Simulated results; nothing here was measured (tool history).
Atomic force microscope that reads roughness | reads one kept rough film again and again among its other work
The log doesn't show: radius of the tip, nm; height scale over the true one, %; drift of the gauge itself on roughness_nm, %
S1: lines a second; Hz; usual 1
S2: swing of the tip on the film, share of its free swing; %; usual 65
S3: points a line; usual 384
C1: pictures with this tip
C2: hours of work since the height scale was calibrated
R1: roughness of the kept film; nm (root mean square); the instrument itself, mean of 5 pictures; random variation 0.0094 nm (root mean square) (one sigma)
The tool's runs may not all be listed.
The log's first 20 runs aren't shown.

| run | day | S1 | S2 | S3 | C1 | C2 | R1 |
|---|---|---|---|---|---|---|---|
| 21 | 26.925 | 1 | 79 | 947 | 44 | 82 | 2.086 |
|  | 27.138 | height scale calibrated on a step standard, once more |
| 22 | 28.021 | 0.72 | 58 | 384 | 86 | 16 | 2.09 |
| 23 | 29 | 0.72 | 58 | 384 | 125 | 34 | 2.065 |
| 24 | 30.546 | 3.37 | 65 | 384 | 186 | 62 | 1.975 |
| 25 | 32.129 | 1 | 62 | 668 | 249 | 91 | 2.013 |
| 26 | 33.229 | 3.13 | 56 | 384 | 293 | 111 | 1.954 |
|  | 33.562 | new tip fitted |
| 27 | 34.633 | 2.62 | 65 | 703 | 42 | 137 | 2.049 |
| 28 | 35.912 | 2.62 | 65 | 270 | 93 | 160 | 2.03 |
| 29 | 37.738 | 2.62 | 65 | 270 | 166 | 194 | 1.973 |
| 30 | 39.329 | 1 | 61 | 334 | 229 | 223 | 1.995 |
| 31 | 40.967 | 1 | 81 | 384 | 294 | 253 | 1.931 |
|  | 41.288 | new tip fitted |
| 32 | 42.017 | 1 | 81 | 384 | 29 | 271 | 2.074 |
| 33 | 43.121 | 1 | 81 | 384 | 73 | 292 | 2.05 |
| 34 | 43.971 | 1 | 56 | 341 | 107 | 307 | 2.082 |
| 35 | 45.633 | 1 | 56 | 341 | 173 | 338 | 2.043 |
| 36 | 47.25 | 2.58 | 58 | 341 | 238 | 367 | 1.98 |

Run 37 comes next. What will it give?
|  | 49 | new tip fitted |
| 37 | 49.171 | 1 | 65 | 704 | 7 | 402 | ? |

R1: 2.12 nm (root mean square)
Without the tool's hidden state the same run would have given R1 2.125 nm (root mean square).
